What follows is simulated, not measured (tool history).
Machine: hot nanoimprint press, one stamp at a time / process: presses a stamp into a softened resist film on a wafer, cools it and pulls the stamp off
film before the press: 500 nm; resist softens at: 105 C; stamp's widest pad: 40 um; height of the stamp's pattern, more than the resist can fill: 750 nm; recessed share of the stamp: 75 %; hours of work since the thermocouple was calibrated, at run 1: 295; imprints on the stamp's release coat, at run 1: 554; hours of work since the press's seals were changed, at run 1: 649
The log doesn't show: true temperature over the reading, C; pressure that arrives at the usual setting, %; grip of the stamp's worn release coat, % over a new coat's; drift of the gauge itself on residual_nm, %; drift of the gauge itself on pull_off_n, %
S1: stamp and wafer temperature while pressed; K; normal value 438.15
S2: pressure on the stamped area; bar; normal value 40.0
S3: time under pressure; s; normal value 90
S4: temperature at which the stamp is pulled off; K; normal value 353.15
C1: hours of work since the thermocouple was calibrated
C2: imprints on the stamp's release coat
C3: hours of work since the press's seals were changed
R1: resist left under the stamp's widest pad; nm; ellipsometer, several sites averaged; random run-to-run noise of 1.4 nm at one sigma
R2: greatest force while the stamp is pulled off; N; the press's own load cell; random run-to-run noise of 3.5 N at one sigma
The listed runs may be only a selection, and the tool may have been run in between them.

| run | hour | S1 | S2 | S3 | S4 | C1 | C2 | C3 | R1 | R2 |
|---|---|---|---|---|---|---|---|---|---|---|
| 1 | 0.0 | 438.15 | 40.0 | 90 | 353.15 | 295 | 554 | 649 | 205.6 | 237 |
| 2 | 63.6 | 438.15 | 40.0 | 90 | 353.15 | 327 | 679 | 681 | 201.6 | 252 |
| 3 | 113.9 | 438.15 | 40.0 | 90 | 353.15 | 352 | 777 | 706 | 202.7 | 243 |
| 4 | 165.5 | 438.15 | 40.0 | 90 | 353.15 | 378 | 878 | 731 | 198.5 | 253 |
| 5 | 207.6 | 438.15 | 40.0 | 90 | 353.15 | 399 | 960 | 753 | 198.8 | 255 |
| 6 | 247.0 | 440.15 | 40.0 | 90 | 353.15 | 419 | 1038 | 772 | 179.0 | 258 |
|  | 297.2 | press's hydraulic seals changed and the load cell set to zero |
| 7 | 307.0 | 440.15 | 40.0 | 90 | 353.15 | 445 | 1140 | 5 | 172.8 | 258 |
| 8 | 349.0 | 440.15 | 40.0 | 90 | 353.15 | 465 | 1222 | 26 | 170.9 | 262 |
| 9 | 378.8 | 440.15 | 40.0 | 90 | 353.15 | 480 | 1280 | 41 | 170.3 | 255 |
|  | 385.7 | plate thermocouple calibrated |
| 10 | 413.7 | 440.15 | 40.0 | 90 | 353.15 | 14 | 1343 | 57 | 161.6 | 257 |
| 11 | 464.3 | 440.15 | 29.2 | 90 | 353.15 | 39 | 1442 | 82 | 185.0 | 255 |
| 12 | 500.4 | 440.15 | 29.2 | 90 | 353.15 | 57 | 1512 | 100 | 183.6 | 262 |
| 13 | 542.3 | 438.15 | 40.0 | 90 | 353.15 | 78 | 1594 | 121 | 178.1 | 258 |
|  | 567.5 | stamp cleaned and given a new release coat |
| 14 | 585.7 | 438.15 | 40.0 | 90 | 353.15 | 97 | 36 | 140 | 176.7 | 203 |
|  | 628.0 | plate thermocouple calibrated, once more |
| 15 | 655.1 | 438.15 | 40.0 | 90 | 353.15 | 14 | 166 | 173 | 212.3 | 240 |
| 16 | 717.5 | 438.15 | 40.0 | 90 | 353.15 | 45 | 288 | 204 | 211.3 | 237 |
| 17 | 775.3 | 438.15 | 40.0 | 90 | 353.15 | 74 | 401 | 233 | 211.6 | 240 |
| 18 | 815.2 | 438.15 | 40.0 | 90 | 353.15 | 93 | 479 | 253 | 210.7 | 244 |
| 19 | 865.8 | 438.15 | 40.0 | 90 | 353.15 | 119 | 578 | 278 | 210.9 | 247 |
| 20 | 927.4 | 438.15 | 40.0 | 90 | 347.15 | 150 | 699 | 309 | 207.9 | 294 |
| 21 | 956.5 | 444.15 | 39.6 | 48 | 361.15 | 164 | 756 | 323 | 196.7 | 195 |
| 22 | 1000.6 | 444.15 | 39.6 | 48 | 361.15 | 186 | 842 | 345 | 195.0 | 201 |
| 23 | 1048.5 | 438.15 | 39.2 | 47 | 353.15 | 210 | 936 | 369 | 267.0 | 255 |
| 24 | 1084.5 | 429.15 | 32.8 | 168 | 338.15 | 228 | 1006 | 387 | 284.0 | 378 |
| 25 | 1128.5 | 436.15 | 40.0 | 90 | 352.15 | 250 | 1093 | 409 | 229.2 | 272 |
| 26 | 1188.8 | 431.15 | 40.0 | 90 | 342.15 | 280 | 1211 | 439 | 294.4 | 354 |
| 27 | 1223.7 | 438.15 | 37.1 | 90 | 353.15 | 297 | 1279 | 457 | 206.9 | 271 |
| 28 | 1257.5 | 438.15 | 40.0 | 90 | 341.15 | 314 | 1345 | 473 | 199.6 | 368 |
| 29 | 1288.4 | 438.15 | 40.0 | 90 | 341.15 | 330 | 1406 | 489 | 197.5 | 367 |
| 30 | 1354.7 | 438.15 | 40.0 | 90 | 341.15 | 363 | 1536 | 522 | 198.5 | 369 |
| 31 | 1397.4 | 429.15 | 46.0 | 59 | 345.15 | 384 | 1619 | 543 | 343.7 | 335 |

Measured result minus the same run's result without the hidden state. Both carry the same run-to-run variation, though not necessarily the same gauge scatter:
| run | R1 | R2 |
|---|---|---|
| 1 | -13.5 | +10 |
| 2 | -14.9 | +13 |
| 3 | -16.3 | +15 |
| 4 | -17.1 | +19 |
| 5 | -18.3 | +20 |
| 6 | -17.4 | +23 |
| 7 | -22.1 | +25 |
| 8 | -22.7 | +28 |
| 9 | -23.2 | +28 |
| 10 | -32.8 | +23 |
| 11 | -36.9 | +26 |
| 12 | -37.5 | +27 |
| 13 | -38.6 | +29 |
| 14 | -39.6 | -22 |
| 15 | -1.9 | +4 |
| 16 | -3.4 | +7 |
| 17 | -4.9 | +10 |
| 18 | -5.7 | +14 |
| 19 | -7.1 | +16 |
| 20 | -8.4 | +23 |
| 21 | -8.1 | +15 |
| 22 | -9.1 | +17 |
| 23 | -12.7 | +25 |
| 24 | -16.1 | +43 |
| 25 | -14.5 | +31 |
| 26 | -18.2 | +46 |
| 27 | -15.8 | +35 |
| 28 | -16.3 | +53 |
| 29 | -16.9 | +55 |
| 30 | -18.6 | +59 |
| 31 | -23.0 | +55 |

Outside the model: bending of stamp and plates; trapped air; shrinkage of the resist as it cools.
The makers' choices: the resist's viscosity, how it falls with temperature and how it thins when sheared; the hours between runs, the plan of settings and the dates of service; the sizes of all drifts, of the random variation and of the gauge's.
